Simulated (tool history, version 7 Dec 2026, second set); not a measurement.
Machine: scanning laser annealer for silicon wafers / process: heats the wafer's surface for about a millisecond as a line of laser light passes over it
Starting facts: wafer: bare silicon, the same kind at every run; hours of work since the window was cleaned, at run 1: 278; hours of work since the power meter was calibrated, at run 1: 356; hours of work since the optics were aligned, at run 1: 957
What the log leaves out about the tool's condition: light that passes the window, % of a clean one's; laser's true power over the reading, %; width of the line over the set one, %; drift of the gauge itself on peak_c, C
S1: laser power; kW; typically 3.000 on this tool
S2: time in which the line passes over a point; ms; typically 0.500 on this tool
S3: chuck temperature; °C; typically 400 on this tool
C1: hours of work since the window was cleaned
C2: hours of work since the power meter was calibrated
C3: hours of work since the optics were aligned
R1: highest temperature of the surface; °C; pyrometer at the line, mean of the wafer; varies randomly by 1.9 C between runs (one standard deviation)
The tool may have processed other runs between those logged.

run,hour,S1,S2,S3,C1,C2,C3,R1
1,0.0,3.000,0.500,400,278,356,957,1090
2,9.0,3.000,0.500,400,282,360,961,1089
3,22.4,3.000,0.500,400,288,366,967,1090
4,40.1,3.000,0.500,400,296,374,975,1094
5,50.9,3.000,0.500,400,301,379,980,1091
6,63.4,3.000,0.500,400,307,385,986,1091
7,72.7,3.000,0.500,400,311,389,990,1091
8,88.3,3.000,0.500,432,318,396,997,1119
9,99.5,3.000,0.500,432,323,401,1002,1122
10,115.4,3.000,0.500,432,331,408,1009,1124
11,133.4,3.000,0.500,432,339,417,1017,1123
12,148.2,3.000,0.500,432,346,423,1024,1123
13,159.1,3.000,0.500,400,351,428,1029,1091
14,178.6,3.000,0.500,400,359,437,1038,1090
15,195.6,3.000,0.500,400,367,445,1046,1092
16,213.7,3.000,0.500,400,375,453,1054,1090
17,223.6,3.000,0.500,385,380,458,1059,1072
18,240.3,3.000,0.500,385,388,465,1066,1070
19,259.4,3.000,0.500,400,396,474,1075,1089
20,269.8,3.000,0.500,399,401,479,1080,1085
21,283.5,3.000,0.500,399,407,485,1086,1087
22,302.9,3.299,0.500,402,416,494,1095,1160
23,322.3,2.707,0.500,400,425,503,1104,1013
24,333.6,3.282,0.610,400,430,508,1109,1230
25,355.0,3.190,0.555,411,440,518,1119,1179

What does the tool deliver on the next run?
26,370.4,3.190,0.555,411,447,525,1126,?

{"run 26": {"R1": 1178}}
Minus the tool's unlogged condition, the same run would have read R1 1212 °C.
